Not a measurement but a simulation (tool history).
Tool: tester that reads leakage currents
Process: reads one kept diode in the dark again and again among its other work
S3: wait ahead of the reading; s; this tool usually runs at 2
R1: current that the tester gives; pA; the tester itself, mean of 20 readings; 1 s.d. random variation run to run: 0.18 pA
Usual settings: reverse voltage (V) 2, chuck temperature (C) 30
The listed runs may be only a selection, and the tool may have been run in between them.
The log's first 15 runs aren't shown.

run 16 hour=366.4 | reverse_voltage_(V)=2.94 chuck_temperature_(C)=30 S3=2 | R1=73.11
-- hour=370.4 chuck's temperature calibrated
run 17 hour=392.9 | reverse_voltage_(V)=1.44 chuck_temperature_(C)=30 S3=1.41 | R1=48.48
run 18 hour=419.3 | reverse_voltage_(V)=6.93 chuck_temperature_(C)=30 S3=0.62 | R1=119.95
run 19 hour=445.5 | reverse_voltage_(V)=6.93 chuck_temperature_(C)=30 S3=0.62 | R1=120.84
run 20 hour=470.4 | reverse_voltage_(V)=9.32 chuck_temperature_(C)=41 S3=2.13 | R1=323.51
run 21 hour=491 | reverse_voltage_(V)=9.32 chuck_temperature_(C)=41 S3=2.13 | R1=321.32
-- hour=503.6 chuck's temperature calibrated, once more
run 22 hour=520.4 | reverse_voltage_(V)=8.95 chuck_temperature_(C)=20 S3=8.42 | R1=67.2
run 23 hour=536 | reverse_voltage_(V)=8.95 chuck_temperature_(C)=20 S3=8.42 | R1=67.51
run 24 hour=554.2 | reverse_voltage_(V)=9.67 chuck_temperature_(C)=20 S3=0.35 | R1=81.33
run 25 hour=586.3 | reverse_voltage_(V)=9.67 chuck_temperature_(C)=20 S3=0.35 | R1=81.53
run 26 hour=600.3 | reverse_voltage_(V)=9.67 chuck_temperature_(C)=20 S3=0.35 | R1=81.17
run 27 hour=621.8 | reverse_voltage_(V)=9.67 chuck_temperature_(C)=38 S3=0.65 | R1=281.56
run 28 hour=647.1 | reverse_voltage_(V)=9.67 chuck_temperature_(C)=20 S3=1.63 | R1=73.21
run 29 hour=676.1 | reverse_voltage_(V)=6.33 chuck_temperature_(C)=57 S3=7.83 | R1=899.95
run 30 hour=690.8 | reverse_voltage_(V)=6.33 chuck_temperature_(C)=57 S3=7.83 | R1=898.21
run 31 hour=719.2 | reverse_voltage_(V)=6.33 chuck_temperature_(C)=49 S3=4.51 | R1=503.42

Below are 3 alternative next runs, each starting from the tool's condition after run 31. Predict each:
run A hour=742.5 | reverse_voltage_(V)=11.22 chuck_temperature_(C)=23 S3=2 | R1=?
run B hour=742.5 | reverse_voltage_(V)=2.5 chuck_temperature_(C)=49 S3=0.35 | R1=?
run C hour=742.5 | reverse_voltage_(V)=1.55 chuck_temperature_(C)=38 S3=2 | R1=?

run=A R1=99.88
run=B R1=309.19
run=C R1=101.42
Stripped of hidden state, with their random variation kept, the same runs would have yielded:
run=A R1=81.36
run=B R1=304.49
run=C R1=98.71

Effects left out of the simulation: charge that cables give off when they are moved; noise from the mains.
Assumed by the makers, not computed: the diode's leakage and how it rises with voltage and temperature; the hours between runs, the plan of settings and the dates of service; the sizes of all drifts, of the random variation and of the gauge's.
